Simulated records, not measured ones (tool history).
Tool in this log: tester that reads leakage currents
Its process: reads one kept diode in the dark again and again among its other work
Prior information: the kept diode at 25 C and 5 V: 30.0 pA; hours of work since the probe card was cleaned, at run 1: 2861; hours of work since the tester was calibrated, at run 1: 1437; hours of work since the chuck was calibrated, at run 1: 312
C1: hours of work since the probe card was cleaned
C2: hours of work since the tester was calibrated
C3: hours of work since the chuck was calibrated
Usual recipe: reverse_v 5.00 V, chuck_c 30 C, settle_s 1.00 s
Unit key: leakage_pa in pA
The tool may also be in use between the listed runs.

run 1 hour=0.0 | reverse_v=5.00 chuck_c=30 settle_s=1.00 | C1=2861 C2=1437 C3=312 | leakage_pa=46.44
run 2 hour=57.0 | reverse_v=5.00 chuck_c=30 settle_s=1.00 | C1=2889 C2=1466 C3=341 | leakage_pa=46.57
run 3 hour=146.5 | reverse_v=1.12 chuck_c=30 settle_s=1.00 | C1=2935 C2=1511 C3=386 | leakage_pa=26.44
run 4 hour=211.1 | reverse_v=5.00 chuck_c=30 settle_s=8.72 | C1=2967 C2=1544 C3=419 | leakage_pa=45.46
run 5 hour=288.8 | reverse_v=5.00 chuck_c=30 settle_s=8.72 | C1=3007 C2=1583 C3=458 | leakage_pa=45.48
run 6 hour=359.1 | reverse_v=5.00 chuck_c=30 settle_s=8.72 | C1=3042 C2=1619 C3=494 | leakage_pa=45.69
run 7 hour=399.1 | reverse_v=5.00 chuck_c=30 settle_s=8.72 | C1=3062 C2=1639 C3=514 | leakage_pa=45.85
run 8 hour=477.7 | reverse_v=5.00 chuck_c=30 settle_s=8.72 | C1=3102 C2=1679 C3=554 | leakage_pa=45.92
run 9 hour=527.2 | reverse_v=5.00 chuck_c=30 settle_s=2.82 | C1=3127 C2=1704 C3=579 | leakage_pa=46.74
run 10 hour=616.5 | reverse_v=13.38 chuck_c=30 settle_s=2.82 | C1=3172 C2=1749 C3=624 | leakage_pa=68.65
run 11 hour=690.7 | reverse_v=5.00 chuck_c=30 settle_s=1.00 | C1=3210 C2=1786 C3=661 | leakage_pa=47.93
run 12 hour=777.8 | reverse_v=5.00 chuck_c=30 settle_s=6.67 | C1=3253 C2=1830 C3=705 | leakage_pa=46.74
run 13 hour=816.0 | reverse_v=5.00 chuck_c=30 settle_s=6.67 | C1=3273 C2=1849 C3=725 | leakage_pa=46.60
run 14 hour=874.5 | reverse_v=5.00 chuck_c=30 settle_s=0.44 | C1=3302 C2=1879 C3=754 | leakage_pa=50.47
run 15 hour=938.1 | reverse_v=5.00 chuck_c=30 settle_s=0.44 | C1=3334 C2=1911 C3=786 | leakage_pa=50.51
run 16 hour=1012.2 | reverse_v=5.00 chuck_c=30 settle_s=1.00 | C1=3372 C2=1949 C3=824 | leakage_pa=48.54
run 17 hour=1063.5 | reverse_v=5.00 chuck_c=30 settle_s=1.00 | C1=3398 C2=1974 C3=849 | leakage_pa=48.63
run 18 hour=1143.1 | reverse_v=5.00 chuck_c=30 settle_s=1.00 | C1=3438 C2=2015 C3=890 | leakage_pa=48.60
run 19 hour=1231.9 | reverse_v=5.00 chuck_c=30 settle_s=1.00 | C1=3483 C2=2059 C3=935 | leakage_pa=48.91
run 20 hour=1277.0 | reverse_v=5.00 chuck_c=30 settle_s=1.00 | C1=3506 C2=2082 C3=957 | leakage_pa=49.29
run 21 hour=1358.0 | reverse_v=8.90 chuck_c=31 settle_s=1.92 | C1=3546 C2=2123 C3=998 | leakage_pa=64.99
run 22 hour=1424.1 | reverse_v=4.28 chuck_c=29 settle_s=1.00 | C1=3580 C2=2156 C3=1032 | leakage_pa=43.55
run 23 hour=1482.5 | reverse_v=2.00 chuck_c=29 settle_s=5.02 | C1=3609 C2=2186 C3=1061 | leakage_pa=32.18
run 24 hour=1521.4 | reverse_v=5.00 chuck_c=39 settle_s=1.00 | C1=3629 C2=2206 C3=1081 | leakage_pa=88.18
run 25 hour=1581.9 | reverse_v=1.70 chuck_c=47 settle_s=9.37 | C1=3660 C2=2236 C3=1111 | leakage_pa=97.17
run 26 hour=1653.4 | reverse_v=3.63 chuck_c=23 settle_s=9.37 | C1=3696 C2=2272 C3=1147 | leakage_pa=26.58
run 27 hour=1745.2 | reverse_v=2.41 chuck_c=37 settle_s=1.00 | C1=3742 C2=2319 C3=1194 | leakage_pa=59.79
-- hour=1787.2 probe card cleaned and baked
run 28 hour=1794.3 | reverse_v=1.40 chuck_c=30 settle_s=1.89 | C1=4 C2=2342 C3=1217 | leakage_pa=30.37
run 29 hour=1849.7 | reverse_v=1.40 chuck_c=30 settle_s=1.89 | C1=32 C2=2370 C3=1245 | leakage_pa=30.27
run 30 hour=1897.2 | reverse_v=6.65 chuck_c=30 settle_s=1.89 | C1=56 C2=2394 C3=1269 | leakage_pa=53.98
run 31 hour=1945.3 | reverse_v=1.53 chuck_c=59 settle_s=2.89 | C1=80 C2=2418 C3=1293 | leakage_pa=192.92
run 32 hour=1999.2 | reverse_v=1.53 chuck_c=59 settle_s=2.89 | C1=107 C2=2445 C3=1320 | leakage_pa=193.83
run 33 hour=2077.0 | reverse_v=1.53 chuck_c=59 settle_s=2.89 | C1=146 C2=2485 C3=1360 | leakage_pa=193.27
run 34 hour=2117.5 | reverse_v=7.47 chuck_c=42 settle_s=8.12 | C1=167 C2=2505 C3=1380 | leakage_pa=123.25
run 35 hour=2173.2 | reverse_v=7.47 chuck_c=42 settle_s=8.12 | C1=195 C2=2533 C3=1408 | leakage_pa=123.72
run 36 hour=2224.3 | reverse_v=7.47 chuck_c=42 settle_s=8.12 | C1=221 C2=2559 C3=1434 | leakage_pa=123.66
run 37 hour=2264.1 | reverse_v=14.33 chuck_c=43 settle_s=8.12 | C1=241 C2=2579 C3=1454 | leakage_pa=167.58
run 38 hour=2310.4 | reverse_v=14.33 chuck_c=43 settle_s=8.12 | C1=264 C2=2603 C3=1478 | leakage_pa=167.91
run 39 hour=2351.6 | reverse_v=6.88 chuck_c=24 settle_s=6.14 | C1=285 C2=2623 C3=1498 | leakage_pa=36.11

What if the next run were any one of these 3? Each begins from the tool's condition after run 39:
run A hour=2410.7 | reverse_v=3.41 chuck_c=24 settle_s=9.15 | C1=315 C2=2653 C3=1528 | leakage_pa=?
run B hour=2410.7 | reverse_v=4.25 chuck_c=56 settle_s=1.20 | C1=315 C2=2653 C3=1528 | leakage_pa=?
run C hour=2410.7 | reverse_v=6.88 chuck_c=54 settle_s=6.14 | C1=315 C2=2653 C3=1528 | leakage_pa=?

run=A leakage_pa=28.01
run=B leakage_pa=239.47
run=C leakage_pa=252.17
With no hidden state in the tool, these same runs would have given:
run=A leakage_pa=24.48
run=B leakage_pa=214.54
run=C leakage_pa=225.52

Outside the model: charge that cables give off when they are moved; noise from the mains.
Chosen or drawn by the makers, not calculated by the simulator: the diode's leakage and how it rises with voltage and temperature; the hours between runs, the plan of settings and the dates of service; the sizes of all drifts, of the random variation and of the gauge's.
